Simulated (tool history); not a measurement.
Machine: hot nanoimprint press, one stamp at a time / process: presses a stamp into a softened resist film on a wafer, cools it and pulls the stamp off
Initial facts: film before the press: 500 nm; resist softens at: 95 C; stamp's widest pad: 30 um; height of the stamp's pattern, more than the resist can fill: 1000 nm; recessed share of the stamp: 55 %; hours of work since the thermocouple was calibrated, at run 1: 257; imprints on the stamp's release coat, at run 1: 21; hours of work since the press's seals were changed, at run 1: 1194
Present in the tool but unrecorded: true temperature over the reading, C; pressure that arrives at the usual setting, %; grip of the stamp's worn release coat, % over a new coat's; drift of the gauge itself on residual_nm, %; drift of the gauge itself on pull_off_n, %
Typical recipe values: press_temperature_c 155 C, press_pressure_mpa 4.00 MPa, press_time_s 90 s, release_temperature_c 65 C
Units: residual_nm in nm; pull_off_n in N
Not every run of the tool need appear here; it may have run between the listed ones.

run   hour  press_temperature_c  press_pressure_mpa  press_time_s  release_temperature_c  hours of work since the thermocouple was calibrated  imprints on the stamp's release coat  hours of work since the press's seals were changed  residual_nm  pull_off_n
  1    0.0                  155                4.00            90                     65                                                  257                                    21                                                1194        298.2         115
  2   52.6                  155                4.00            90                     65                                                  298                                   210                                                1236        303.8         120
      68.5  -- press's hydraulic seals changed and the load cell set to zero
  3  134.9                  155                4.00            90                     65                                                  357                                   476                                                  52        293.6         131
     168.3  -- plate thermocouple calibrated
  4  225.4                  155                4.00            90                     65                                                   45                                   790                                                 122        283.9         139
  5  277.9                  155                4.00            90                     56                                                   87                                   979                                                 163        284.1         184
  6  361.0                  155                4.00            90                     56                                                  152                                  1277                                                 229        290.7         190
  7  436.1                  155                4.00            90                     56                                                  212                                  1547                                                 288        289.2         204
     466.1  -- stamp cleaned and given a new release coat
  8  489.4                  155                4.00            90                     56                                                  249                                    84                                                 326        293.9         155
  9  587.5                  155                4.00            90                     56                                                  327                                   436                                                 403        292.0         165
 10  630.1                  155                4.00           134                     57                                                  360                                   589                                                 437        264.3         165
     659.3  -- plate thermocouple calibrated
 11  679.9                  155                3.17           171                     64                                                   16                                   757                                                 474        262.7         140

Each row is a separate what-if for the run after 11, all from the same tool condition, not one after another. Results?
  A  720.2                  144                3.17           171                     64                                                   48                                   901                                                 506            ?           ?
  B  720.2                  155                2.61           115                     52                                                   48                                   901                                                 506            ?           ?
  C  720.2                  152                3.17           171                     64                                                   48                                   901                                                 506            ?           ?
  D  720.2                  164                4.66            90                     54                                                   48                                   901                                                 506            ?           ?
  E  720.2                  152                5.17            90                     59                                                   48                                   901                                                 506            ?           ?

run  residual_nm  pull_off_n
  A        387.5         140
  B        324.7         195
  C        292.8         146
  D        190.7         187
  E        284.2         165
The same runs, with their run-to-run variation unchanged, on a tool lacking any hidden condition would have given:
run  residual_nm  pull_off_n
  A        383.1         114
  B        320.6         159
  C        288.3         119
  D        186.4         152
  E        278.1         135
